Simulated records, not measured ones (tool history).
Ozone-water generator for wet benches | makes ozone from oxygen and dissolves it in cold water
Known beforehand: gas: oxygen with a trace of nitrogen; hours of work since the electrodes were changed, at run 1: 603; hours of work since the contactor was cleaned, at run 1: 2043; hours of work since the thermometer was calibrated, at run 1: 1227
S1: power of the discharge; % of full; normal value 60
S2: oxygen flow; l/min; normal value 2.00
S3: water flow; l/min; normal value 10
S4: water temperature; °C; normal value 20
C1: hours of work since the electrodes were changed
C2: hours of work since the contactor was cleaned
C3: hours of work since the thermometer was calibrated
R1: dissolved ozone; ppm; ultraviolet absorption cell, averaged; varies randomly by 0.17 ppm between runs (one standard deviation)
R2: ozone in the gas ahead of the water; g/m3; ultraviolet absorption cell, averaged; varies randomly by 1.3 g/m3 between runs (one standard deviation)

| run | hour | S1 | S2 | S3 | S4 | C1 | C2 | C3 | R1 | R2 |
|---|---|---|---|---|---|---|---|---|---|---|
| 1 | 0.0 | 60 | 2.00 | 10 | 20 | 603 | 2043 | 1227 | 21.2 | 226.6 |
| 2 | 76.4 | 60 | 2.00 | 10 | 20 | 663 | 2103 | 1286 | 21.3 | 224.8 |
| 3 | 130.9 | 60 | 2.00 | 10 | 20 | 705 | 2145 | 1329 | 21.6 | 224.6 |
| 4 | 185.5 | 60 | 2.00 | 10 | 20 | 748 | 2188 | 1372 | 21.2 | 224.5 |
| 5 | 258.2 | 60 | 2.00 | 10 | 20 | 805 | 2245 | 1428 | 21.1 | 221.9 |
| 6 | 318.2 | 60 | 2.00 | 10 | 20 | 851 | 2292 | 1475 | 21.1 | 223.3 |
| 7 | 373.5 | 60 | 2.00 | 10 | 20 | 895 | 2335 | 1518 | 21.1 | 220.6 |
| 8 | 414.3 | 60 | 2.00 | 10 | 20 | 926 | 2367 | 1550 | 20.7 | 223.3 |
| 9 | 489.2 | 60 | 2.00 | 10 | 20 | 985 | 2425 | 1609 | 20.9 | 221.4 |
| 10 | 527.4 | 60 | 2.00 | 10 | 20 | 1015 | 2455 | 1639 | 21.0 | 218.2 |
| 11 | 603.0 | 60 | 2.00 | 10 | 20 | 1074 | 2514 | 1698 | 20.9 | 218.8 |
| 12 | 642.7 | 60 | 2.00 | 10 | 20 | 1105 | 2545 | 1729 | 20.7 | 218.2 |
|  | 649.9 | water thermometer calibrated |
| 13 | 713.1 | 60 | 2.00 | 10 | 20 | 1159 | 2600 | 49 | 20.5 | 220.1 |
| 14 | 789.0 | 60 | 2.00 | 10 | 20 | 1219 | 2659 | 109 | 20.9 | 218.2 |
| 15 | 826.2 | 60 | 2.00 | 10 | 20 | 1248 | 2688 | 138 | 20.8 | 217.9 |
| 16 | 874.9 | 60 | 2.00 | 10 | 20 | 1286 | 2726 | 176 | 20.5 | 218.5 |
| 17 | 936.0 | 60 | 2.00 | 8 | 20 | 1333 | 2774 | 223 | 24.6 | 216.3 |
| 18 | 981.4 | 60 | 2.00 | 8 | 20 | 1369 | 2809 | 259 | 24.8 | 216.3 |
| 19 | 1052.9 | 82 | 2.71 | 13 | 25 | 1425 | 2865 | 315 | 19.5 | 236.2 |
|  | 1071.2 | water thermometer calibrated, once more |
| 20 | 1100.7 | 82 | 2.71 | 13 | 25 | 1462 | 2902 | 23 | 19.8 | 237.4 |
| 21 | 1145.3 | 41 | 1.66 | 8 | 14 | 1497 | 2937 | 58 | 19.7 | 176.6 |
| 22 | 1222.9 | 56 | 1.66 | 8 | 14 | 1557 | 2997 | 118 | 24.5 | 219.8 |
| 23 | 1300.5 | 56 | 1.66 | 11 | 14 | 1618 | 3058 | 179 | 18.0 | 221.3 |
| 24 | 1371.8 | 56 | 1.66 | 11 | 14 | 1673 | 3114 | 235 | 18.0 | 217.9 |
| 25 | 1434.7 | 56 | 1.66 | 11 | 14 | 1723 | 3163 | 284 | 17.9 | 219.7 |
| 26 | 1478.9 | 69 | 1.66 | 11 | 28 | 1757 | 3197 | 318 | 17.9 | 254.4 |
| 27 | 1526.0 | 92 | 2.24 | 8 | 20 | 1794 | 3234 | 355 | 33.4 | 274.9 |
| 28 | 1604.8 | 60 | 1.99 | 13 | 20 | 1855 | 3296 | 417 | 15.6 | 213.3 |
| 29 | 1646.5 | 60 | 2.00 | 10 | 17 | 1888 | 3328 | 449 | 20.5 | 213.5 |

Branching from run 29: 4 alternative next runs. What would each branch give?
| A | 1715.1 | 60 | 2.53 | 10 | 26 | 1941 | 3382 | 503 | ? | ? |
| B | 1715.1 | 60 | 3.10 | 10 | 23 | 1941 | 3382 | 503 | ? | ? |
| C | 1715.1 | 60 | 2.00 | 8 | 27 | 1941 | 3382 | 503 | ? | ? |
| D | 1715.1 | 56 | 2.00 | 10 | 14 | 1941 | 3382 | 503 | ? | ? |

| run | R1 | R2 |
|---|---|---|
| A | 18.5 | 190.5 |
| B | 19.5 | 174.8 |
| C | 21.4 | 211.2 |
| D | 20.3 | 202.4 |
Stripped of hidden state, with their random variation kept, the same runs would have yielded:
| run | R1 | R2 |
|---|---|---|
| A | 20.9 | 209.8 |
| B | 22.0 | 192.6 |
| C | 24.1 | 232.7 |
| D | 22.8 | 221.7 |

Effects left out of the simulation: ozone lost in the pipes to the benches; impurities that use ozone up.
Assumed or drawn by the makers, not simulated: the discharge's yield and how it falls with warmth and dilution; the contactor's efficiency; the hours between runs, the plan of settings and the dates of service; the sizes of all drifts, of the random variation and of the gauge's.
